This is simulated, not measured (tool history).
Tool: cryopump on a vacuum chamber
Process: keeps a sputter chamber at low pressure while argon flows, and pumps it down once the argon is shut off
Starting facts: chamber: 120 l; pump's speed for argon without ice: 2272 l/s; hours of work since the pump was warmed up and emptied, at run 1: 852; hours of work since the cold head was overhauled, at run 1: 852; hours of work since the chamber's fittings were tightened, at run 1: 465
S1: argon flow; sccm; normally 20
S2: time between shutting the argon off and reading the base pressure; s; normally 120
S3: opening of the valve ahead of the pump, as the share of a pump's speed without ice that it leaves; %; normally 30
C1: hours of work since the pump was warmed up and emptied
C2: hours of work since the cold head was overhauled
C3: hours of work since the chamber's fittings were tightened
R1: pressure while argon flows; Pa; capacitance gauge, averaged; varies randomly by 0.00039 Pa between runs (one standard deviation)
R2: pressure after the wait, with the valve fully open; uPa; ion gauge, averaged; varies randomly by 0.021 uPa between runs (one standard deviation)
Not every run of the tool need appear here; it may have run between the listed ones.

run	hour	S1	S2	S3	C1	C2	C3	R1	R2
1	0.0	20	120	30	852	852	465	0.0532	1.05
2	41.0	17	120	30	883	883	495	0.0457	1.11
3	74.0	17	120	50	907	907	520	0.0284	1.13
4	108.0	17	120	50	932	932	545	0.0290	1.19
5	146.2	17	120	50	960	960	573	0.0291	1.25
6	184.8	20	120	30	989	989	601	0.0543	1.28
7	208.6	20	120	21	1006	1006	619	0.0759	1.37
8	243.1	24	120	21	1031	1031	644	0.0905	1.37
9	261.9	20	120	30	1045	1045	658	0.0547	1.44
10	280.5	20	120	30	1059	1059	672	0.0549	1.42
11	314.8	20	120	34	1084	1084	697	0.0488	1.53
12	337.3	20	120	30	1101	1101	714	0.0546	1.51
13	357.4	20	47	30	1116	1116	728	0.0554	1.88
14	391.8	20	47	30	1141	1141	754	0.0558	1.94
15	424.5	20	47	30	1165	1165	778	0.0557	2.01
16	455.3	13	47	58	1188	1188	800	0.0209	2.01
# hour 465.1: pump warmed up, emptied and cooled again
17	491.7	13	47	30	20	1211	824	0.0323	1.71
18	526.4	19	107	36	45	1236	849	0.0397	1.35
19	557.0	16	99	30	68	1259	872	0.0406	1.38
20	579.3	12	164	30	84	1275	888	0.0302	1.31
21	617.2	20	21	30	112	1303	916	0.0504	2.56
22	633.8	20	21	30	124	1316	928	0.0500	2.50
23	655.1	20	175	30	140	1331	944	0.0500	1.38
24	685.8	20	175	30	163	1354	967	0.0509	1.41
25	718.4	9	279	47	187	1378	991	0.0146	1.37
26	745.5	9	279	47	207	1398	1011	0.0151	1.47

3 options for the next run, each taken on its own from the tool as it stands now. Forecast them:
A	786.8	39	120	15	237	1428	1041	?	?
B	786.8	14	177	16	237	1428	1041	?	?
C	786.8	20	120	49	237	1428	1041	?	?

run	R1	R2
A	0.1955	1.62
B	0.0663	1.53
C	0.0317	1.61
With no hidden state in the tool, these same runs would have given:
run	R1	R2
A	0.1932	0.38
B	0.0655	0.32
C	0.0305	0.36
